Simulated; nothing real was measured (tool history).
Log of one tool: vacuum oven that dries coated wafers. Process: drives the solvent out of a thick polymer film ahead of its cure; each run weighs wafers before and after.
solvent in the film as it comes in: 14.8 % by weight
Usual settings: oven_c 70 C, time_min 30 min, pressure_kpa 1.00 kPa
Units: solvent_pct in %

run   hour  oven_c  time_min  pressure_kpa  solvent_pct
  1    0.0      70        30          1.00         1.09
  2   37.5      70        30          1.00         1.10
  3   69.2      70        30          1.22         1.16
  4   88.1      70        30          1.22         1.13
  5  118.7      70        30          1.22         1.19
  6  141.8      70        37          1.00         0.76
  7  180.1      70        37          1.00         0.70
  8  207.9      78        30          1.00         0.39
  9  238.2      78        30          1.00         0.36
 10  273.1      70        36          1.00         0.80
 11  290.7      70        36          1.00         0.74
 12  321.5      70        36          1.00         0.82
 13  343.8      70        36          1.00         0.82
     347.1  -- vacuum gauge cleaned of residue and calibrated
 14  380.3      70        54          0.66         0.36
 15  410.0      70        26          0.89         1.50
     419.5  -- vacuum gauge cleaned of residue and calibrated, once more
 16  437.0      70        30          1.05         1.11
 17  478.4      70        43          1.00         0.53
 18  499.4      57        30          1.72         4.64
 19  531.9      57        27          1.72         5.07
 20  570.3      56        40          1.46         3.67
 21  596.1      56        40          1.46         3.70

Forecast each of these 4 alternatives for the next run:
  A  617.5      56        17          3.39            ?
  B  617.5      58        40          1.46            ?
  C  617.5      70        35          0.80            ?
  D  617.5      68        40          1.67            ?

run  solvent_pct
  A         7.74
  B         3.13
  C         0.75
  D         1.06
Without the tool's hidden state the same runs would have given:
run  solvent_pct
  A         7.35
  B         2.77
  C         0.61
  D         0.90

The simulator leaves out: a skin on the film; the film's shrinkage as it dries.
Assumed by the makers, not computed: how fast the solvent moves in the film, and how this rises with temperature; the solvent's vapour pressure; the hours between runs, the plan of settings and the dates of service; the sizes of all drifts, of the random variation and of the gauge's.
